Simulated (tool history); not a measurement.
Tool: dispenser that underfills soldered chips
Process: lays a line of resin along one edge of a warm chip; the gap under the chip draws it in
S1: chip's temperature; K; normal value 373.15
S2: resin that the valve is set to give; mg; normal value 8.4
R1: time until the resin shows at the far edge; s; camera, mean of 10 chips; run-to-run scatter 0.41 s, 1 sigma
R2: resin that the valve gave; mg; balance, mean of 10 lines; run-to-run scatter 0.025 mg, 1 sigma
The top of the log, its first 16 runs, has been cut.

{"run": 17, "hour": 129.9, "S1": 384.15, "S2": 8.4, "R1": 30.4, "R2": 8.38}
{"hour": 139.1, "done": "new syringe of resin"}
{"run": 18, "hour": 139.1, "S1": 374.15, "S2": 7.64, "R1": 29.3, "R2": 7.59}
{"run": 19, "hour": 144.8, "S1": 374.15, "S2": 7.64, "R1": 36.6, "R2": 7.6}
{"run": 20, "hour": 154.9, "S1": 367.15, "S2": 8.95, "R1": 60.1, "R2": 8.81}
{"hour": 156.8, "done": "new syringe of resin"}
{"run": 21, "hour": 163.2, "S1": 367.15, "S2": 8.95, "R1": 44.7, "R2": 8.87}
{"hour": 166.8, "done": "dispensing valve cleaned and set on the balance"}
{"run": 22, "hour": 170.2, "S1": 376.15, "S2": 8.72, "R1": 42.7, "R2": 8.79}
{"hour": 175.1, "done": "new syringe of resin"}
{"run": 23, "hour": 177.8, "S1": 376.15, "S2": 8.72, "R1": 29.8, "R2": 8.72}
{"run": 24, "hour": 187.3, "S1": 376.15, "S2": 8.72, "R1": 42.2, "R2": 8.7}
{"hour": 193.2, "done": "new syringe of resin"}
{"run": 25, "hour": 196.4, "S1": 376.15, "S2": 8.72, "R1": 30.7, "R2": 8.69}
{"run": 26, "hour": 203.3, "S1": 376.15, "S2": 8.72, "R1": 40, "R2": 8.67}
{"hour": 210.6, "done": "new syringe of resin"}
{"run": 27, "hour": 212.2, "S1": 363.15, "S2": 7.92, "R1": 44, "R2": 7.9}
{"run": 28, "hour": 219.9, "S1": 367.15, "S2": 7.92, "R1": 50.6, "R2": 7.86}
{"hour": 228.3, "done": "new syringe of resin"}
{"run": 29, "hour": 229.4, "S1": 388.15, "S2": 8.4, "R1": 21.8, "R2": 8.3}
{"hour": 237.8, "done": "dispensing valve cleaned and set on the balance"}
{"run": 30, "hour": 240.2, "S1": 365.15, "S2": 7.56, "R1": 56.8, "R2": 7.53}
{"hour": 247.0, "done": "new syringe of resin"}
{"run": 31, "hour": 249.6, "S1": 373.15, "S2": 8.46, "R1": 33.7, "R2": 8.47}
{"run": 32, "hour": 258.5, "S1": 385.15, "S2": 9.23, "R1": 30.8, "R2": 9.16}
{"hour": 265.0, "done": "new syringe of resin"}
{"run": 33, "hour": 265.0, "S1": 386.15, "S2": 10.39, "R1": 20.9, "R2": 10.31}
{"run": 34, "hour": 274.6, "S1": 372.15, "S2": 8.4, "R1": 44.2, "R2": 8.35}

Alternative continuations, all from the tool just after run 34; predict every row:
{"hour": 282.6, "done": "new syringe of resin"}
{"run": "A", "hour": 286.5, "S1": 379.15, "S2": 8.42, "R1": "?", "R2": "?"}
{"hour": 282.6, "done": "new syringe of resin"}
{"run": "B", "hour": 286.5, "S1": 379.15, "S2": 8.32, "R1": "?", "R2": "?"}
{"hour": 282.6, "done": "new syringe of resin"}
{"run": "C", "hour": 286.5, "S1": 368.15, "S2": 10.08, "R1": "?", "R2": "?"}
{"hour": 282.6, "done": "new syringe of resin"}
{"run": "D", "hour": 286.5, "S1": 386.15, "S2": 8.32, "R1": "?", "R2": "?"}

run=A R1=28.9 R2=8.39
run=B R1=29.5 R2=8.27
run=C R1=39.7 R2=10
run=D R1=24.2 R2=8.22
Take away the tool's hidden state, keep each run's random variation, and the runs would have read:
run=A R1=23.4 R2=8.47
run=B R1=23.9 R2=8.35
run=C R1=32.2 R2=10.1
run=D R1=19.7 R2=8.3
